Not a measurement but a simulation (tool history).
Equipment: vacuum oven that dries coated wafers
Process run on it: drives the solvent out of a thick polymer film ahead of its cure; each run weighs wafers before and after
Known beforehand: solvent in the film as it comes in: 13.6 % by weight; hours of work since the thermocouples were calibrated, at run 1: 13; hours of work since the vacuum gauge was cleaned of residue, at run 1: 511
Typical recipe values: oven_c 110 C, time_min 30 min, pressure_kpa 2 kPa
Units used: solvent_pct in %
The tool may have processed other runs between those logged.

run	hour	oven_c	time_min	pressure_kpa	hours of work since the thermocouples were calibrated	hours of work since the vacuum gauge was cleaned of residue	solvent_pct
1	0	110	30	2	13	511	2
2	20.4	110	30	2	25	523	1.98
3	43.1	110	30	2	38	536	2.01
4	67.8	110	30	2	53	551	2.01
5	93.3	110	30	2	68	566	2.02
6	118.2	110	21	2	82	580	3.07
7	147.6	110	37	2	99	597	1.55
8	161.4	110	37	2	107	605	1.6
9	185.7	110	37	2	121	620	1.57
10	210.2	110	30	2	136	634	2.04
11	224.4	110	30	2	144	642	2.03
12	252.4	103	30	1.3	160	658	3.02
13	268.9	103	30	1.3	170	668	3.03
14	295.3	110	34	5.94	185	683	3.35
15	317.5	121	30	2	198	696	0.85
16	330.9	110	46	4.2	206	704	2.23
17	343.9	113	35	1.79	214	712	1.21
18	372.6	113	35	1.79	230	728	1.26

Run 19 comes next. What will it give?
19	403.9	113	35	1.79	248	747	?

{"run 19": {"solvent_pct": 1.23}}
On a tool with no hidden condition, and with the same random variation, this run would have come out at solvent_pct 1.22 %.
